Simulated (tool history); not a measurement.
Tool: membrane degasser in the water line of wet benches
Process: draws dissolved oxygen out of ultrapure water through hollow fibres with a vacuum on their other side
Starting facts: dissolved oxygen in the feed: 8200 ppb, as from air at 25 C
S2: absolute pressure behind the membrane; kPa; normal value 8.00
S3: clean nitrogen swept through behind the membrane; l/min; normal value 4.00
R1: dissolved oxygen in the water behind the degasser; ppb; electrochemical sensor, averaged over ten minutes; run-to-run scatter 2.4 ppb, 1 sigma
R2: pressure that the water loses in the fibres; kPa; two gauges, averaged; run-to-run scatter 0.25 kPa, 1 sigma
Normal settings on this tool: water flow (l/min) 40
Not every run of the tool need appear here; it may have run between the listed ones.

run 1 hour=0.0 | water_flow_(l/min)=40 S2=8.00 S3=4.00 | R1=266.5 R2=68.45
run 2 hour=166.6 | water_flow_(l/min)=40 S2=8.00 S3=4.00 | R1=271.0 R2=68.71
run 3 hour=311.0 | water_flow_(l/min)=40 S2=8.00 S3=4.00 | R1=277.0 R2=68.95
run 4 hour=399.7 | water_flow_(l/min)=40 S2=8.00 S3=4.00 | R1=274.2 R2=68.96
run 5 hour=587.3 | water_flow_(l/min)=40 S2=8.00 S3=4.00 | R1=275.4 R2=68.62
run 6 hour=794.7 | water_flow_(l/min)=40 S2=8.00 S3=4.00 | R1=275.6 R2=69.05
run 7 hour=898.6 | water_flow_(l/min)=40 S2=8.00 S3=4.00 | R1=271.4 R2=69.03
run 8 hour=1094.1 | water_flow_(l/min)=40 S2=8.00 S3=4.00 | R1=275.7 R2=69.15
run 9 hour=1299.8 | water_flow_(l/min)=40 S2=8.00 S3=4.00 | R1=279.1 R2=69.23
run 10 hour=1444.2 | water_flow_(l/min)=40 S2=5.84 S3=4.00 | R1=231.0 R2=69.37
run 11 hour=1646.9 | water_flow_(l/min)=39 S2=8.00 S3=4.00 | R1=266.5 R2=67.72
-- hour=1716.2 vacuum gauge calibrated
run 12 hour=1849.5 | water_flow_(l/min)=39 S2=8.00 S3=4.00 | R1=263.6 R2=67.65
run 13 hour=1944.5 | water_flow_(l/min)=26 S2=8.00 S3=4.00 | R1=107.3 R2=45.11
run 14 hour=2096.1 | water_flow_(l/min)=40 S2=8.00 S3=4.00 | R1=280.5 R2=69.40
run 15 hour=2202.0 | water_flow_(l/min)=40 S2=8.00 S3=4.00 | R1=280.2 R2=69.78
run 16 hour=2386.7 | water_flow_(l/min)=40 S2=8.00 S3=4.00 | R1=276.3 R2=69.88
run 17 hour=2522.4 | water_flow_(l/min)=40 S2=8.00 S3=4.00 | R1=282.5 R2=70.07
run 18 hour=2718.4 | water_flow_(l/min)=40 S2=8.00 S3=4.00 | R1=283.0 R2=70.58
run 19 hour=2918.3 | water_flow_(l/min)=39 S2=11.72 S3=2.16 | R1=484.4 R2=68.37
run 20 hour=3071.9 | water_flow_(l/min)=39 S2=11.72 S3=2.16 | R1=493.5 R2=68.86
run 21 hour=3270.2 | water_flow_(l/min)=54 S2=6.70 S3=10.58 | R1=458.1 R2=94.95
-- hour=3296.3 seals of the vacuum lines changed
run 22 hour=3361.2 | water_flow_(l/min)=54 S2=6.70 S3=10.58 | R1=455.6 R2=95.48
run 23 hour=3461.6 | water_flow_(l/min)=32 S2=6.49 S3=1.90 | R1=210.6 R2=56.70
run 24 hour=3661.0 | water_flow_(l/min)=32 S2=6.49 S3=1.90 | R1=206.2 R2=56.55
run 25 hour=3774.8 | water_flow_(l/min)=32 S2=6.49 S3=1.90 | R1=209.6 R2=56.62
run 26 hour=3869.8 | water_flow_(l/min)=40 S2=8.00 S3=6.05 | R1=255.1 R2=70.67
run 27 hour=4064.9 | water_flow_(l/min)=40 S2=8.00 S3=6.05 | R1=256.4 R2=70.72
run 28 hour=4193.6 | water_flow_(l/min)=58 S2=10.33 S3=10.02 | R1=578.8 R2=102.56
run 29 hour=4365.2 | water_flow_(l/min)=40 S2=8.00 S3=6.12 | R1=258.5 R2=71.09
run 30 hour=4540.8 | water_flow_(l/min)=42 S2=8.00 S3=6.12 | R1=294.3 R2=74.87
run 31 hour=4638.9 | water_flow_(l/min)=42 S2=8.00 S3=6.12 | R1=293.2 R2=75.49
run 32 hour=4769.0 | water_flow_(l/min)=42 S2=8.00 S3=6.12 | R1=292.2 R2=75.21
run 33 hour=4887.4 | water_flow_(l/min)=42 S2=8.00 S3=6.12 | R1=292.7 R2=74.36

What if the next run were any one of these 3? Each begins from the tool's condition after run 33:
run A hour=4993.9 | water_flow_(l/min)=39 S2=6.18 S3=6.12 | R1=? R2=?
run B hour=4993.9 | water_flow_(l/min)=48 S2=7.57 S3=2.06 | R1=? R2=?
run C hour=4993.9 | water_flow_(l/min)=42 S2=14.58 S3=3.38 | R1=? R2=?

run=A R1=220.8 R2=69.27
run=B R1=529.2 R2=86.36
run=C R1=527.7 R2=75.16
With no hidden state in the tool, these same runs would have given:
run=A R1=160.6 R2=62.77
run=B R1=431.8 R2=78.29
run=C R1=457.2 R2=68.11

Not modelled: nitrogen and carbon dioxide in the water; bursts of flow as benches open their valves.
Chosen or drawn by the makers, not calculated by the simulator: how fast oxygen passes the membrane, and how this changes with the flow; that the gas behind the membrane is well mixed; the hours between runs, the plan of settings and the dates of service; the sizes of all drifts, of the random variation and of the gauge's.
